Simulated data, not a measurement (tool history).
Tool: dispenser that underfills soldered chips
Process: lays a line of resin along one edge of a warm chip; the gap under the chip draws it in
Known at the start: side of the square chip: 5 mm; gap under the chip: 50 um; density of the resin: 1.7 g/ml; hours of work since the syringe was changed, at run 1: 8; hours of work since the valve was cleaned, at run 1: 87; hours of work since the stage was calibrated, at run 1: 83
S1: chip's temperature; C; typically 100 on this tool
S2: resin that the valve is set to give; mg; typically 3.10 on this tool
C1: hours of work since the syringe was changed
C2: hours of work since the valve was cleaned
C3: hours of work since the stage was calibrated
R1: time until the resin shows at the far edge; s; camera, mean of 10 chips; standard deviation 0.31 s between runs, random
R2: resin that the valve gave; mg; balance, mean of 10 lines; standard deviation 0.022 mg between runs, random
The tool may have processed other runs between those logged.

| run | hour | S1 | S2 | C1 | C2 | C3 | R1 | R2 |
|---|---|---|---|---|---|---|---|---|
| 1 | 0.0 | 100 | 3.10 | 8 | 87 | 83 | 16.2 | 2.88 |
|  | 2.4 | new syringe of resin |
| 2 | 8.3 | 100 | 3.10 | 5 | 94 | 89 | 12.8 | 2.90 |
|  | 14.4 | new syringe of resin |
| 3 | 15.1 | 100 | 3.10 | 1 | 99 | 95 | 9.1 | 2.89 |
| 4 | 20.5 | 100 | 3.10 | 5 | 103 | 99 | 12.7 | 2.84 |
|  | 25.8 | new syringe of resin |
| 5 | 25.8 | 99 | 3.10 | 0 | 107 | 103 | 8.8 | 2.85 |
| 6 | 34.1 | 99 | 3.10 | 7 | 114 | 109 | 15.4 | 2.81 |
|  | 37.2 | new syringe of resin |
| 7 | 39.6 | 99 | 3.10 | 2 | 118 | 113 | 10.2 | 2.84 |
|  | 49.0 | new syringe of resin |
| 8 | 49.0 | 99 | 3.10 | 0 | 125 | 121 | 8.0 | 2.83 |
| 9 | 57.1 | 91 | 3.10 | 6 | 131 | 127 | 20.2 | 2.82 |
|  | 60.4 | new syringe of resin |
| 10 | 65.7 | 100 | 3.10 | 4 | 138 | 133 | 11.4 | 2.82 |
|  | 68.2 | dispensing valve cleaned and set on the balance |
|  | 73.4 | new syringe of resin |
| 11 | 75.2 | 98 | 2.91 | 1 | 5 | 140 | 10.4 | 2.91 |
| 12 | 81.9 | 98 | 2.91 | 7 | 11 | 145 | 15.4 | 2.91 |
|  | 85.1 | new syringe of resin |
| 13 | 89.5 | 98 | 2.91 | 3 | 16 | 151 | 12.0 | 2.84 |
|  | 96.9 | new syringe of resin |
| 14 | 97.2 | 93 | 3.92 | 0 | 22 | 157 | 10.9 | 3.91 |
| 15 | 104.5 | 93 | 3.92 | 6 | 28 | 163 | 17.4 | 3.87 |
|  | 108.8 | new syringe of resin |
| 16 | 113.0 | 93 | 3.92 | 3 | 34 | 169 | 14.3 | 3.85 |
| 17 | 118.8 | 86 | 2.92 | 8 | 39 | 174 | 27.0 | 2.84 |
|  | 120.7 | new syringe of resin |
| 18 | 126.4 | 97 | 3.04 | 4 | 45 | 179 | 13.2 | 2.94 |
|  | 132.3 | new syringe of resin |
| 19 | 132.3 | 100 | 3.32 | 0 | 49 | 184 | 8.0 | 3.15 |

Hidden state at the last listed run before each entry between runs and at the first one after, where it differs:
Logged between run 1 and run 2: new syringe of resin (hour 2.4)
  resin's viscosity, % of fresh resin's: 188.8 -> 146.6; dose that the valve gives, % of what is set: 93.46 -> 93.04; true chip temperature over the reading, C: 0.66 -> 0.7
  the result without the hidden state subtracted from the measured one, R1: +7.5 -> +3.8 s; R2: -0.21 -> -0.21 mg
Logged between run 2 and run 3: new syringe of resin (hour 14.4)
  resin's viscosity, % of fresh resin's: 146.6 -> 104.3; dose that the valve gives, % of what is set: 93.04 -> 92.68; true chip temperature over the reading, C: 0.7 -> 0.74
  the result without the hidden state subtracted from the measured one, R1: +3.8 -> +0.3 s; R2: -0.21 -> -0.23 mg
Logged between run 4 and run 5: new syringe of resin (hour 25.8)
  resin's viscosity, % of fresh resin's: 148.7 -> 100; dose that the valve gives, % of what is set: 92.41 -> 92.15; true chip temperature over the reading, C: 0.77 -> 0.79
  the result without the hidden state subtracted from the measured one, R1: +4.1 -> -0.1 s; R2: -0.24 -> -0.24 mg
Logged between run 6 and run 7: new syringe of resin (hour 37.2)
  resin's viscosity, % of fresh resin's: 172.6 -> 117; dose that the valve gives, % of what is set: 91.72 -> 91.43; true chip temperature over the reading, C: 0.84 -> 0.87
  the result without the hidden state subtracted from the measured one, R1: +6.3 -> +1.4 s; R2: -0.26 -> -0.27 mg
Logged between run 7 and run 8: new syringe of resin (hour 49.0)
  resin's viscosity, % of fresh resin's: 117 -> 100.4; dose that the valve gives, % of what is set: 91.43 -> 90.97; true chip temperature over the reading, C: 0.87 -> 0.91
  the result without the hidden state subtracted from the measured one, R1: +1.4 -> -0.1 s; R2: -0.27 -> -0.28 mg
Logged between run 9 and run 10: new syringe of resin (hour 60.4)
  resin's viscosity, % of fresh resin's: 170.8 -> 139.7; dose that the valve gives, % of what is set: 90.51 -> 90.03; true chip temperature over the reading, C: 0.96 -> 1
  the result without the hidden state subtracted from the measured one, R1: +8.1 -> +3.2 s; R2: -0.29 -> -0.31 mg
Logged between run 10 and run 11: dispensing valve cleaned and set on the balance (hour 68.2); new syringe of resin (hour 73.4)
  resin's viscosity, % of fresh resin's: 139.7 -> 112.5; dose that the valve gives, % of what is set: 90.03 -> 100.09; true chip temperature over the reading, C: 1 -> 1.05
  the result without the hidden state subtracted from the measured one, R1: +3.2 -> +0.7 s; R2: -0.31 -> +0.01 mg
Logged between run 12 and run 13: new syringe of resin (hour 85.1)
  resin's viscosity, % of fresh resin's: 174.6 -> 131.3; dose that the valve gives, % of what is set: 99.69 -> 99.28; true chip temperature over the reading, C: 1.08 -> 1.12
  the result without the hidden state subtracted from the measured one, R1: +6.3 -> +2.5 s; R2: -0.01 -> -0.02 mg
Logged between run 13 and run 14: new syringe of resin (hour 96.9)
  resin's viscosity, % of fresh resin's: 131.3 -> 102.7; dose that the valve gives, % of what is set: 99.28 -> 98.89; true chip temperature over the reading, C: 1.12 -> 1.16
  the result without the hidden state subtracted from the measured one, R1: +2.5 -> -0.2 s; R2: -0.02 -> -0.04 mg
Logged between run 15 and run 16: new syringe of resin (hour 108.8)
  resin's viscosity, % of fresh resin's: 165.7 -> 133.4; dose that the valve gives, % of what is set: 98.48 -> 98.05; true chip temperature over the reading, C: 1.2 -> 1.24
  the result without the hidden state subtracted from the measured one, R1: +6.3 -> +3.0 s; R2: -0.06 -> -0.08 mg
Logged between run 17 and run 18: new syringe of resin (hour 120.7)
  resin's viscosity, % of fresh resin's: 195.2 -> 146.2; dose that the valve gives, % of what is set: 97.74 -> 97.33; true chip temperature over the reading, C: 1.28 -> 1.32
  the result without the hidden state subtracted from the measured one, R1: +12.7 -> +3.9 s; R2: -0.06 -> -0.08 mg
Logged between run 18 and run 19: new syringe of resin (hour 132.3)
  resin's viscosity, % of fresh resin's: 146.2 -> 99.7; dose that the valve gives, % of what is set: 97.33 -> 97.04; true chip temperature over the reading, C: 1.32 -> 1.35
  the result without the hidden state subtracted from the measured one, R1: +3.9 -> -0.4 s; R2: -0.08 -> -0.10 mg
